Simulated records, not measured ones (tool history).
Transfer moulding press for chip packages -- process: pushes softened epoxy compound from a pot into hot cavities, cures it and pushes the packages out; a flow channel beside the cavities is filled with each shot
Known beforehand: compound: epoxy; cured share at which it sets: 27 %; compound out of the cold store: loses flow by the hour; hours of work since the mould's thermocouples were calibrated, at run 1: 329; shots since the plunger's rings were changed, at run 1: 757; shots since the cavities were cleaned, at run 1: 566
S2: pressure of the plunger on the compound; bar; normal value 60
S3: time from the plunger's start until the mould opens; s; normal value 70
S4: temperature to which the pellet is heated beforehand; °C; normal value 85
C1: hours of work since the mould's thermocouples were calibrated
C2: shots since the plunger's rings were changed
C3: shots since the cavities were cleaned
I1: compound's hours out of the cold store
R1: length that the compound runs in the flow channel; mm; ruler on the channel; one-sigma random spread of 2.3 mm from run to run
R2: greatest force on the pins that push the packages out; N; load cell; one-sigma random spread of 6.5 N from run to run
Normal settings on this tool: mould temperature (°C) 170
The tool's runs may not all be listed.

{"run": 1, "hour": 0.0, "mould temperature (°C)": 170, "S2": 60, "S3": 70, "S4": 85, "C1": 329, "C2": 757, "C3": 566, "I1": 18.7, "R1": 897, "R2": 442}
{"run": 2, "hour": 13.6, "mould temperature (°C)": 170, "S2": 60, "S3": 70, "S4": 85, "C1": 338, "C2": 948, "C3": 757, "I1": 32.6, "R1": 802, "R2": 445}
{"hour": 22.4, "done": "cavities cleaned with cleaning compound and waxed"}
{"run": 3, "hour": 27.9, "mould temperature (°C)": 170, "S2": 60, "S3": 58, "S4": 85, "C1": 346, "C2": 1130, "C3": 78, "I1": 10.9, "R1": 944, "R2": 432}
{"run": 4, "hour": 40.1, "mould temperature (°C)": 170, "S2": 60, "S3": 58, "S4": 85, "C1": 354, "C2": 1302, "C3": 250, "I1": 24.1, "R1": 859, "R2": 492}
{"run": 5, "hour": 51.7, "mould temperature (°C)": 170, "S2": 74, "S3": 70, "S4": 85, "C1": 362, "C2": 1466, "C3": 414, "I1": 25.4, "R1": 939, "R2": 395}
{"run": 6, "hour": 57.3, "mould temperature (°C)": 170, "S2": 74, "S3": 70, "S4": 82, "C1": 366, "C2": 1545, "C3": 493, "I1": 47.8, "R1": 796, "R2": 410}
{"run": 7, "hour": 68.6, "mould temperature (°C)": 170, "S2": 74, "S3": 70, "S4": 82, "C1": 373, "C2": 1705, "C3": 653, "I1": 15.1, "R1": 1018, "R2": 444}
{"run": 8, "hour": 74.1, "mould temperature (°C)": 170, "S2": 74, "S3": 70, "S4": 82, "C1": 377, "C2": 1783, "C3": 731, "I1": 17.5, "R1": 997, "R2": 458}
{"run": 9, "hour": 82.6, "mould temperature (°C)": 170, "S2": 60, "S3": 70, "S4": 85, "C1": 382, "C2": 1903, "C3": 851, "I1": 29.4, "R1": 820, "R2": 474}
{"hour": 85.0, "done": "cavities cleaned with cleaning compound and waxed"}
{"run": 10, "hour": 94.6, "mould temperature (°C)": 170, "S2": 60, "S3": 70, "S4": 85, "C1": 389, "C2": 2051, "C3": 136, "I1": 28.8, "R1": 824, "R2": 314}
{"run": 11, "hour": 108.1, "mould temperature (°C)": 170, "S2": 60, "S3": 70, "S4": 85, "C1": 398, "C2": 2243, "C3": 328, "I1": 33.6, "R1": 797, "R2": 364}
{"run": 12, "hour": 118.0, "mould temperature (°C)": 170, "S2": 60, "S3": 70, "S4": 85, "C1": 405, "C2": 2382, "C3": 467, "I1": 41.7, "R1": 749, "R2": 408}
{"run": 13, "hour": 124.3, "mould temperature (°C)": 170, "S2": 60, "S3": 70, "S4": 85, "C1": 409, "C2": 2470, "C3": 555, "I1": 28.8, "R1": 825, "R2": 427}
{"run": 14, "hour": 133.5, "mould temperature (°C)": 170, "S2": 63, "S3": 70, "S4": 85, "C1": 415, "C2": 2601, "C3": 686, "I1": 14.5, "R1": 936, "R2": 447}
{"run": 15, "hour": 145.4, "mould temperature (°C)": 170, "S2": 53.9, "S3": 66, "S4": 93, "C1": 422, "C2": 2769, "C3": 854, "I1": 14.9, "R1": 856, "R2": 482}
{"hour": 148.1, "done": "cavities cleaned with cleaning compound and waxed"}
{"run": 16, "hour": 158.9, "mould temperature (°C)": 170, "S2": 47, "S3": 70, "S4": 91, "C1": 430, "C2": 2938, "C3": 152, "I1": 16.2, "R1": 798, "R2": 326}
{"run": 17, "hour": 165.2, "mould temperature (°C)": 174, "S2": 60, "S3": 70, "S4": 85, "C1": 434, "C2": 3028, "C3": 242, "I1": 17.5, "R1": 876, "R2": 332}
{"run": 18, "hour": 174.2, "mould temperature (°C)": 174, "S2": 49.7, "S3": 57, "S4": 85, "C1": 440, "C2": 3155, "C3": 369, "I1": 42.9, "R1": 662, "R2": 430}
{"hour": 178.2, "done": "plunger's sealing rings changed"}
{"run": 19, "hour": 190.2, "mould temperature (°C)": 170, "S2": 60, "S3": 90, "S4": 85, "C1": 449, "C2": 169, "C3": 560, "I1": 10.8, "R1": 957, "R2": 377}
{"run": 20, "hour": 199.5, "mould temperature (°C)": 170, "S2": 51.5, "S3": 52, "S4": 86, "C1": 455, "C2": 300, "C3": 691, "I1": 43.4, "R1": 696, "R2": 733}
{"run": 21, "hour": 206.5, "mould temperature (°C)": 172, "S2": 51.5, "S3": 64, "S4": 86, "C1": 460, "C2": 399, "C3": 790, "I1": 38.1, "R1": 718, "R2": 460}
{"hour": 212.8, "done": "cavities cleaned with cleaning compound and waxed"}
{"run": 22, "hour": 213.5, "mould temperature (°C)": 172, "S2": 51.5, "S3": 89, "S4": 86, "C1": 463, "C2": 476, "C3": 9, "I1": 14.3, "R1": 854, "R2": 227}
{"run": 23, "hour": 223.4, "mould temperature (°C)": 172, "S2": 46, "S3": 89, "S4": 86, "C1": 470, "C2": 617, "C3": 150, "I1": 22.6, "R1": 752, "R2": 290}
{"run": 24, "hour": 235.7, "mould temperature (°C)": 175, "S2": 46, "S3": 89, "S4": 89, "C1": 478, "C2": 791, "C3": 324, "I1": 31, "R1": 702, "R2": 322}
{"run": 25, "hour": 245.2, "mould temperature (°C)": 166, "S2": 74.9, "S3": 55, "S4": 91, "C1": 484, "C2": 924, "C3": 457, "I1": 24.4, "R1": 971, "R2": 791}
{"run": 26, "hour": 254.3, "mould temperature (°C)": 166, "S2": 74.9, "S3": 55, "S4": 91, "C1": 490, "C2": 1054, "C3": 587, "I1": 23.6, "R1": 973, "R2": 832}
{"run": 27, "hour": 261.5, "mould temperature (°C)": 176, "S2": 62.9, "S3": 61, "S4": 80, "C1": 495, "C2": 1155, "C3": 688, "I1": 29.7, "R1": 830, "R2": 430}
{"hour": 274.9, "done": "cavities cleaned with cleaning compound and waxed"}
{"run": 28, "hour": 274.9, "mould temperature (°C)": 175, "S2": 60.6, "S3": 71, "S4": 93, "C1": 503, "C2": 1323, "C3": 0, "I1": 19.1, "R1": 878, "R2": 236}

For some of the steps in R1 from one run to the next: how much would appear even if the tool had no hidden state, given the settings, what came in and random variation, and how much remains for the hidden state plus any gauge scatter that the measured result and the result without hidden state don't share?
Unlogged tool condition in this case: true mould temperature over the reading, C; pressure that reaches the compound, % of what is set; grip of the stained cavities, % over clean ones'; drift of the gauge itself on flow_mm, %; drift of the gauge itself on push_out_n, %.
Run 17 -> 18: S2 60 -> 49.7, S3 70 -> 57. R1 -214 mm: hidden state +5, all else -219.
Run 18 -> 19: mould temperature (°C) 174 -> 170, S2 49.7 -> 60, S3 57 -> 90, plunger's sealing rings changed. R1 +295 mm: hidden state +13, all else +282.
Run 24 -> 25: mould temperature (°C) 175 -> 166, S2 46 -> 74.9, S3 89 -> 55, S4 89 -> 91. R1 +269 mm: hidden state -4, all else +273.
